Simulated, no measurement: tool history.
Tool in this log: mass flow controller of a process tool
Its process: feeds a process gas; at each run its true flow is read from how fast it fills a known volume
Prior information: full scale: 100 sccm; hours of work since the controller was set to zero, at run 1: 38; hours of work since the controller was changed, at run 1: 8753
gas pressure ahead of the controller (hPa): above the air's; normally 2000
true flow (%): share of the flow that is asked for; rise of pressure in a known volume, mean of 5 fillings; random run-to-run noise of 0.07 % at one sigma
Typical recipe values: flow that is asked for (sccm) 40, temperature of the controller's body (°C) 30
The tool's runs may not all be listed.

run	hour	flow that is asked for (sccm)	gas pressure ahead of the controller (hPa)	temperature of the controller's body (°C)	hours of work since the controller was set to zero	hours of work since the controller was changed	true flow (%)
1	0.0	40	2000	30	38	8753	99.15
2	456.7	40	2000	30	378	9092	99.25
3	701.4	19	2000	30	559	9274	98.90
4	916.1	19	2000	30	719	9434	99.11
# hour 1265.4: controller exchanged for a calibrated one
5	1363.5	40	2000	30	73	73	99.28
6	1771.3	40	2000	30	376	376	99.39
7	2074.8	40	2330	30	601	601	99.37
8	2359.2	75	2770	22	813	813	100.25
9	2821.3	75	2770	22	1156	1156	100.10
10	3279.5	11	2000	30	1497	1497	99.37
11	3514.2	11	2000	30	1671	1671	99.39
12	3817.8	11	2000	30	1897	1897	99.46
13	4003.7	40	2690	30	2035	2035	99.54

Consider 4 possible next runs. They are alternatives, not a sequence: every one starts from the tool as it was left by run 13. What does each give?
A	4404.9	48	1930	25	2333	2333	?
B	4404.9	40	1830	26	2333	2333	?
C	4404.9	16	2000	26	2333	2333	?
D	4404.9	19	2000	30	2333	2333	?

run	true flow (%)
A	100.44
B	100.22
C	99.80
D	99.53
With the hidden condition removed and each run's random variation left untouched, the same runs would have given:
run	true flow (%)
A	99.80
B	99.59
C	99.17
D	98.90
